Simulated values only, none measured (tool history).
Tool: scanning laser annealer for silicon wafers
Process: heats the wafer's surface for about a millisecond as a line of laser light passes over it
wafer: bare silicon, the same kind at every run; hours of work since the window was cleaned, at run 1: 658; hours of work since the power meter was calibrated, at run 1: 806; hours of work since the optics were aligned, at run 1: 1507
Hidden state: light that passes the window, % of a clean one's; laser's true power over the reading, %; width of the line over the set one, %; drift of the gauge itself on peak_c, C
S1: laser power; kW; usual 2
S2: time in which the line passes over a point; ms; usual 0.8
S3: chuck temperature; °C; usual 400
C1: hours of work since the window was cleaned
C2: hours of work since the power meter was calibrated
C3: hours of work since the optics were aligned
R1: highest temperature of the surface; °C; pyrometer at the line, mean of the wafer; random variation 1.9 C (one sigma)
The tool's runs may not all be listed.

{"run": 1, "hour": 0.0, "S1": 2, "S2": 0.8, "S3": 400, "C1": 658, "C2": 806, "C3": 1507, "R1": 1115}
{"run": 2, "hour": 48.0, "S1": 1.926, "S2": 0.8, "S3": 400, "C1": 680, "C2": 828, "C3": 1529, "R1": 1089}
{"run": 3, "hour": 105.9, "S1": 1.926, "S2": 0.8, "S3": 400, "C1": 707, "C2": 855, "C3": 1556, "R1": 1087}
{"run": 4, "hour": 145.2, "S1": 2, "S2": 0.644, "S3": 400, "C1": 725, "C2": 873, "C3": 1574, "R1": 1033}
{"run": 5, "hour": 182.8, "S1": 2, "S2": 0.644, "S3": 400, "C1": 742, "C2": 890, "C3": 1591, "R1": 1032}
{"run": 6, "hour": 246.0, "S1": 1.942, "S2": 0.8, "S3": 400, "C1": 772, "C2": 920, "C3": 1621, "R1": 1089}
{"run": 7, "hour": 304.6, "S1": 1.942, "S2": 0.8, "S3": 400, "C1": 799, "C2": 947, "C3": 1648, "R1": 1090}
{"run": 8, "hour": 367.2, "S1": 1.942, "S2": 0.8, "S3": 400, "C1": 828, "C2": 976, "C3": 1677, "R1": 1086}
{"run": 9, "hour": 425.9, "S1": 2, "S2": 0.8, "S3": 400, "C1": 855, "C2": 1003, "C3": 1704, "R1": 1109}
{"hour": 433.6, "done": "laser's power meter calibrated"}
{"run": 10, "hour": 471.7, "S1": 2, "S2": 0.8, "S3": 400, "C1": 875, "C2": 18, "C3": 1723, "R1": 1108}
{"run": 11, "hour": 522.4, "S1": 2, "S2": 0.8, "S3": 400, "C1": 898, "C2": 41, "C3": 1747, "R1": 1110}
{"run": 12, "hour": 569.3, "S1": 2.152, "S2": 0.965, "S3": 402, "C1": 920, "C2": 63, "C3": 1769, "R1": 1248}
{"hour": 585.7, "done": "window over the wafer cleaned"}
{"run": 13, "hour": 632.4, "S1": 1.874, "S2": 0.809, "S3": 402, "C1": 22, "C2": 91, "C3": 1797, "R1": 1096}
{"run": 14, "hour": 677.0, "S1": 2, "S2": 0.898, "S3": 400, "C1": 42, "C2": 112, "C3": 1817, "R1": 1190}
{"run": 15, "hour": 708.5, "S1": 2.027, "S2": 0.639, "S3": 400, "C1": 57, "C2": 126, "C3": 1832, "R1": 1062}
{"run": 16, "hour": 752.8, "S1": 2.078, "S2": 0.639, "S3": 400, "C1": 77, "C2": 147, "C3": 1852, "R1": 1081}
{"hour": 805.8, "done": "laser's power meter calibrated, once more"}
{"run": 17, "hour": 805.8, "S1": 2, "S2": 0.615, "S3": 419, "C1": 100, "C2": 0, "C3": 1876, "R1": 1052}
{"hour": 853.3, "done": "optics aligned, line set to its width"}
{"run": 18, "hour": 863.2, "S1": 2, "S2": 0.615, "S3": 419, "C1": 125, "C2": 24, "C3": 5, "R1": 1069}
{"run": 19, "hour": 906.0, "S1": 1.991, "S2": 0.615, "S3": 400, "C1": 144, "C2": 44, "C3": 24, "R1": 1042}
{"run": 20, "hour": 932.0, "S1": 1.832, "S2": 0.749, "S3": 400, "C1": 156, "C2": 56, "C3": 36, "R1": 1056}
{"run": 21, "hour": 973.4, "S1": 1.832, "S2": 0.749, "S3": 422, "C1": 175, "C2": 75, "C3": 56, "R1": 1081}

4 ways to go on from here, each from the tool as it stands after run 21. What would each give?
{"run": "A", "hour": 1016.0, "S1": 2, "S2": 0.842, "S3": 400, "C1": 195, "C2": 95, "C3": 75, "R1": "?"}
{"run": "B", "hour": 1016.0, "S1": 1.857, "S2": 0.839, "S3": 400, "C1": 195, "C2": 95, "C3": 75, "R1": "?"}
{"run": "C", "hour": 1016.0, "S1": 1.729, "S2": 0.606, "S3": 400, "C1": 195, "C2": 95, "C3": 75, "R1": "?"}
{"run": "D", "hour": 1016.0, "S1": 2.199, "S2": 0.921, "S3": 409, "C1": 195, "C2": 95, "C3": 75, "R1": "?"}

run=A R1=1165
run=B R1=1111
run=C R1=952
run=D R1=1295
Without the tool's hidden state the same runs would have given:
run=A R1=1175
run=B R1=1121
run=C R1=959
run=D R1=1307
